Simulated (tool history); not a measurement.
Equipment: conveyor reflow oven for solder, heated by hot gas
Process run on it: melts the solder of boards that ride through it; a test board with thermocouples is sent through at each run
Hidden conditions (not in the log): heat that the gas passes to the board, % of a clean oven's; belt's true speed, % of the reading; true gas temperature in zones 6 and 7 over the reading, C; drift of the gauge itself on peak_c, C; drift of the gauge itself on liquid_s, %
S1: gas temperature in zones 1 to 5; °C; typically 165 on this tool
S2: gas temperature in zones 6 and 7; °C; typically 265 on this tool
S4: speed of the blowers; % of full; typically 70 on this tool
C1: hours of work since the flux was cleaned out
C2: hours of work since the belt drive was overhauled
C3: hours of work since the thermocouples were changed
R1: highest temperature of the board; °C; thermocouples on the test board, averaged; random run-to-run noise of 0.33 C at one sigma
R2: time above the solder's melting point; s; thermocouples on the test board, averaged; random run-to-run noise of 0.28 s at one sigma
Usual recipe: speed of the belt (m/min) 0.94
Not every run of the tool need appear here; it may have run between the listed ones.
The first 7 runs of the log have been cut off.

Run 8, hour 113.4: usual settings; C1 110; C2 460; C3 816. Result: R1 249.6 °C, R2 35.1 s.
Run 9, hour 124.4: usual settings; C1 115; C2 465; C3 821. Result: R1 249.5 °C, R2 35.6 s.
Run 10, hour 144: usual settings; C1 124; C2 473; C3 829. Result: R1 249.1 °C, R2 35 s.
Run 11, hour 159.1: usual settings; C1 130; C2 480; C3 836. Result: R1 249.3 °C, R2 34.7 s.
Run 12, hour 179.9: usual settings; C1 140; C2 489; C3 845. Result: R1 249.3 °C, R2 35 s.
Run 13, hour 190.4: usual settings; C1 144; C2 494; C3 850. Result: R1 249.3 °C, R2 35.1 s.
Run 14, hour 201.9: usual settings; C1 149; C2 499; C3 855. Result: R1 249.6 °C, R2 35.2 s.
Run 15, hour 220.8: usual settings but S1 164 °C; C1 158; C2 507; C3 864. Result: R1 249.4 °C, R2 34.5 s.
Run 16, hour 234.9: usual settings but S1 160 °C; C1 164; C2 514; C3 870. Result: R1 248.4 °C, R2 33.1 s.
Run 17, hour 248.9: usual settings but S1 174 °C, speed of the belt (m/min) 0.83; C1 170; C2 520; C3 876. Result: R1 255.3 °C, R2 45.7 s.
Run 18, hour 269.3: usual settings but S1 153 °C, speed of the belt (m/min) 0.84, S4 87 % of full; C1 179; C2 529; C3 885. Result: R1 254.8 °C, R2 41.3 s.
Run 19, hour 283.6: usual settings but S1 153 °C, speed of the belt (m/min) 0.84, S4 87 % of full; C1 186; C2 535; C3 892. Result: R1 254.7 °C, R2 40.5 s.
Run 20, hour 296.7: usual settings but speed of the belt (m/min) 1.065, S4 87 % of full; C1 192; C2 541; C3 897. Result: R1 248.6 °C, R2 29.9 s.
Run 21, hour 309.8: usual settings but speed of the belt (m/min) 1.065, S4 87 % of full; C1 198; C2 547; C3 903. Result: R1 248 °C, R2 30.5 s.
Run 22, hour 323.4: usual settings but S1 161 °C, S2 266 °C, speed of the belt (m/min) 1.042, S4 68 % of full; C1 204; C2 553; C3 909. Result: R1 245.5 °C, R2 28 s.
Run 23, hour 343: usual settings but S1 161 °C, S2 266 °C, speed of the belt (m/min) 0.869, S4 68 % of full; C1 212; C2 562; C3 918. Result: R1 250.9 °C, R2 38.7 s.
Run 24, hour 355.8: usual settings but S1 161 °C, S2 266 °C, speed of the belt (m/min) 0.929, S4 72 % of full; C1 218; C2 568; C3 924. Result: R1 250.2 °C, R2 35.2 s.
Run 25, hour 370.9: usual settings but S1 161 °C, S2 266 °C, speed of the belt (m/min) 0.772, S4 61 % of full; C1 225; C2 574; C3 931. Result: R1 254.1 °C, R2 46.4 s.
Run 26, hour 394.7: usual settings but S1 161 °C, S2 256 °C, speed of the belt (m/min) 0.772, S4 61 % of full; C1 235; C2 585; C3 941. Result: R1 245 °C, R2 39.7 s.
Run 27, hour 409.4: usual settings but S1 155 °C, S2 262 °C, speed of the belt (m/min) 0.772, S4 61 % of full; C1 242; C2 591; C3 948. Result: R1 249.6 °C, R2 41.6 s.
Run 28, hour 419.4: usual settings but S1 168 °C, S2 270 °C, speed of the belt (m/min) 0.95, S4 61 % of full; C1 246; C2 596; C3 952. Result: R1 251.6 °C, R2 36 s.
Run 29, hour 430.4: usual settings but S1 168 °C, S2 270 °C, speed of the belt (m/min) 0.95, S4 61 % of full; C1 251; C2 601; C3 957. Result: R1 252 °C, R2 36.6 s.
Run 30, hour 441.8: usual settings but S1 168 °C, S2 270 °C, speed of the belt (m/min) 0.95, S4 61 % of full; C1 256; C2 606; C3 962. Result: R1 251.8 °C, R2 36.1 s.
Run 31, hour 460.5: usual settings but S1 168 °C, S2 270 °C, speed of the belt (m/min) 0.95, S4 61 % of full; C1 265; C2 614; C3 970. Result: R1 252.1 °C, R2 35.8 s.
Run 32, hour 481.8: usual settings but S1 167 °C, S2 267 °C, speed of the belt (m/min) 0.753, S4 86 % of full; C1 274; C2 624; C3 980. Result: R1 260.5 °C, R2 52.8 s.

3 ways to go on from here, each from the tool as it stands after run 32. What would each give?
Run A, hour 504.8: usual settings but S1 170 °C, S2 264 °C; C1 284; C2 634; C3 990. Result: R1 ?, R2 ?.
Run B, hour 504.8: usual settings but S2 278 °C; C1 284; C2 634; C3 990. Result: R1 ?, R2 ?.
Run C, hour 504.8: usual settings but S1 167 °C, S2 272 °C, speed of the belt (m/min) 0.753, S4 60 % of full; C1 284; C2 634; C3 990. Result: R1 ?, R2 ?.

run     R1    R2
  A  249.9  35.6
  B  260.2  40.3
  C  260.8  52.4
Take away the tool's hidden state, keep each run's random variation, and the runs would have read:
run     R1    R2
  A  248.8  34.8
  B  259.2  39.6
  C  259.3  51.2
